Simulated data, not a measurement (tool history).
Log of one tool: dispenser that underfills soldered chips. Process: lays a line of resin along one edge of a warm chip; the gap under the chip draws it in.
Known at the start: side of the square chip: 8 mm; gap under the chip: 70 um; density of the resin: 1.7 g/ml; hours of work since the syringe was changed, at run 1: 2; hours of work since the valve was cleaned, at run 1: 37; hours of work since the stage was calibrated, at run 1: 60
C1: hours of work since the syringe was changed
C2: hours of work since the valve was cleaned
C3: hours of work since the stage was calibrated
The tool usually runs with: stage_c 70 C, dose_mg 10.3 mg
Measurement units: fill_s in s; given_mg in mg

run 1 hour=0 | stage_c=70 dose_mg=10.3 | C1=2 C2=37 C3=60 | fill_s=63.1 given_mg=10.07
run 2 hour=5.5 | stage_c=70 dose_mg=10.3 | C1=6 C2=41 C3=64 | fill_s=89.9 given_mg=10.07
-- hour=9.8 dispensing valve cleaned and set on the balance
-- hour=10.8 new syringe of resin
run 3 hour=15.1 | stage_c=70 dose_mg=10.3 | C1=3 C2=4 C3=70 | fill_s=70 given_mg=10.29
run 4 hour=21.8 | stage_c=70 dose_mg=10.3 | C1=9 C2=9 C3=75 | fill_s=105.3 given_mg=10.24
-- hour=23.3 new syringe of resin
run 5 hour=29.6 | stage_c=70 dose_mg=10.3 | C1=5 C2=15 C3=81 | fill_s=78.8 given_mg=10.24
-- hour=35.7 new syringe of resin
run 6 hour=42.7 | stage_c=70 dose_mg=10.3 | C1=5 C2=25 C3=91 | fill_s=84 given_mg=10.18
-- hour=48.6 new syringe of resin
run 7 hour=50.7 | stage_c=70 dose_mg=10.3 | C1=2 C2=31 C3=97 | fill_s=60.3 given_mg=10.14
run 8 hour=56.5 | stage_c=70 dose_mg=10.3 | C1=6 C2=35 C3=102 | fill_s=90.3 given_mg=10.14
-- hour=61 new syringe of resin
run 9 hour=65.6 | stage_c=70 dose_mg=10.3 | C1=4 C2=42 C3=108 | fill_s=71.3 given_mg=10.1
-- hour=68.6 dispensing valve cleaned and set on the balance
run 10 hour=73.3 | stage_c=70 dose_mg=10.3 | C1=9 C2=4 C3=113 | fill_s=110.5 given_mg=10.32
-- hour=74.8 new syringe of resin
run 11 hour=79.1 | stage_c=70 dose_mg=10.3 | C1=3 C2=8 C3=118 | fill_s=70.5 given_mg=10.23
run 12 hour=85.2 | stage_c=70 dose_mg=10.3 | C1=8 C2=13 C3=122 | fill_s=107.4 given_mg=10.24
-- hour=87.8 new syringe of resin
run 13 hour=95.6 | stage_c=70 dose_mg=10.8 | C1=6 C2=20 C3=130 | fill_s=87 given_mg=10.69
-- hour=100.9 new syringe of resin
run 14 hour=107.2 | stage_c=70 dose_mg=10.3 | C1=5 C2=29 C3=139 | fill_s=81.2 given_mg=10.1
-- hour=113.5 new syringe of resin
run 15 hour=115 | stage_c=70 dose_mg=9.9 | C1=1 C2=35 C3=145 | fill_s=60.1 given_mg=9.71
run 16 hour=120.7 | stage_c=70 dose_mg=9.9 | C1=6 C2=39 C3=149 | fill_s=87.1 given_mg=9.65
-- hour=126.1 new syringe of resin
-- hour=127.1 dispensing valve cleaned and set on the balance
run 17 hour=131.3 | stage_c=70 dose_mg=10.3 | C1=3 C2=3 C3=156 | fill_s=69.5 given_mg=10.31
-- hour=139.7 new syringe of resin
run 18 hour=141 | stage_c=70 dose_mg=10.3 | C1=1 C2=11 C3=163 | fill_s=57.8 given_mg=10.2
run 19 hour=148.6 | stage_c=63 dose_mg=10.3 | C1=7 C2=16 C3=169 | fill_s=137.9 given_mg=10.2
-- hour=153 new syringe of resin
run 20 hour=158.4 | stage_c=79 dose_mg=9.8 | C1=4 C2=24 C3=177 | fill_s=51 given_mg=9.65
-- hour=166.1 new syringe of resin
run 21 hour=170.4 | stage_c=70 dose_mg=10.8 | C1=3 C2=33 C3=186 | fill_s=71.3 given_mg=10.61
-- hour=179.1 new syringe of resin
run 22 hour=181.4 | stage_c=76 dose_mg=11.3 | C1=2 C2=41 C3=194 | fill_s=46.4 given_mg=11.04
-- hour=185 dispensing valve cleaned and set on the balance
run 23 hour=189.5 | stage_c=76 dose_mg=11.3 | C1=7 C2=3 C3=199 | fill_s=71 given_mg=11.29
-- hour=192.9 new syringe of resin
run 24 hour=202.8 | stage_c=66 dose_mg=11.7 | C1=8 C2=13 C3=209 | fill_s=124.2 given_mg=11.63
-- hour=205.7 new syringe of resin
run 25 hour=211.3 | stage_c=68 dose_mg=10.2 | C1=4 C2=20 C3=216 | fill_s=88.9 given_mg=10.11
-- hour=218.4 new syringe of resin
run 26 hour=219.2 | stage_c=64 dose_mg=12.3 | C1=1 C2=26 C3=222 | fill_s=75.7 given_mg=12.15
run 27 hour=224.8 | stage_c=73 dose_mg=9.3 | C1=5 C2=30 C3=226 | fill_s=72.5 given_mg=9.15
-- hour=231.8 new syringe of resin
run 28 hour=235.4 | stage_c=68 dose_mg=13.1 | C1=3 C2=38 C3=234 | fill_s=74.2 given_mg=12.85
-- hour=243.1 dispensing valve cleaned and set on the balance
-- hour=245.4 new syringe of resin
run 29 hour=249.6 | stage_c=62 dose_mg=10.2 | C1=3 C2=5 C3=244 | fill_s=110.1 given_mg=10.16
-- hour=258.3 new syringe of resin
run 30 hour=260.2 | stage_c=82 dose_mg=9.5 | C1=1 C2=13 C3=252 | fill_s=36.2 given_mg=9.4
-- hour=271.5 new syringe of resin
run 31 hour=273.1 | stage_c=82 dose_mg=9.5 | C1=1 C2=22 C3=261 | fill_s=34.2 given_mg=9.39
run 32 hour=279.3 | stage_c=82 dose_mg=9.5 | C1=6 C2=27 C3=266 | fill_s=50.5 given_mg=9.36
-- hour=283.9 new syringe of resin
run 33 hour=290.6 | stage_c=62 dose_mg=10.5 | C1=5 C2=36 C3=275 | fill_s=130.8 given_mg=10.28
-- hour=296.8 new syringe of resin
-- hour=301.8 dispensing valve cleaned and set on the balance
run 34 hour=302.8 | stage_c=62 dose_mg=11.4 | C1=4 C2=1 C3=283 | fill_s=114 given_mg=11.41
run 35 hour=308.4 | stage_c=76 dose_mg=11.4 | C1=8 C2=5 C3=287 | fill_s=79.2 given_mg=11.37

Branching from run 35: 3 alternative next runs. What would each branch give?
-- hour=310.7 new syringe of resin
run A hour=321.2 | stage_c=65 dose_mg=8.9 | C1=8 C2=15 C3=297 | fill_s=? given_mg=?
-- hour=310.7 new syringe of resin
run B hour=321.2 | stage_c=56 dose_mg=11.4 | C1=8 C2=15 C3=297 | fill_s=? given_mg=?
-- hour=310.7 new syringe of resin
run C hour=321.2 | stage_c=76 dose_mg=10.2 | C1=8 C2=15 C3=297 | fill_s=? given_mg=?

run=A fill_s=150.9 given_mg=8.87
run=B fill_s=229.8 given_mg=11.33
run=C fill_s=82.8 given_mg=10.12
Stripped of hidden state, with their random variation kept, the same runs would have yielded:
run=A fill_s=70 given_mg=8.92
run=B fill_s=106.1 given_mg=11.4
run=C fill_s=38.4 given_mg=10.17
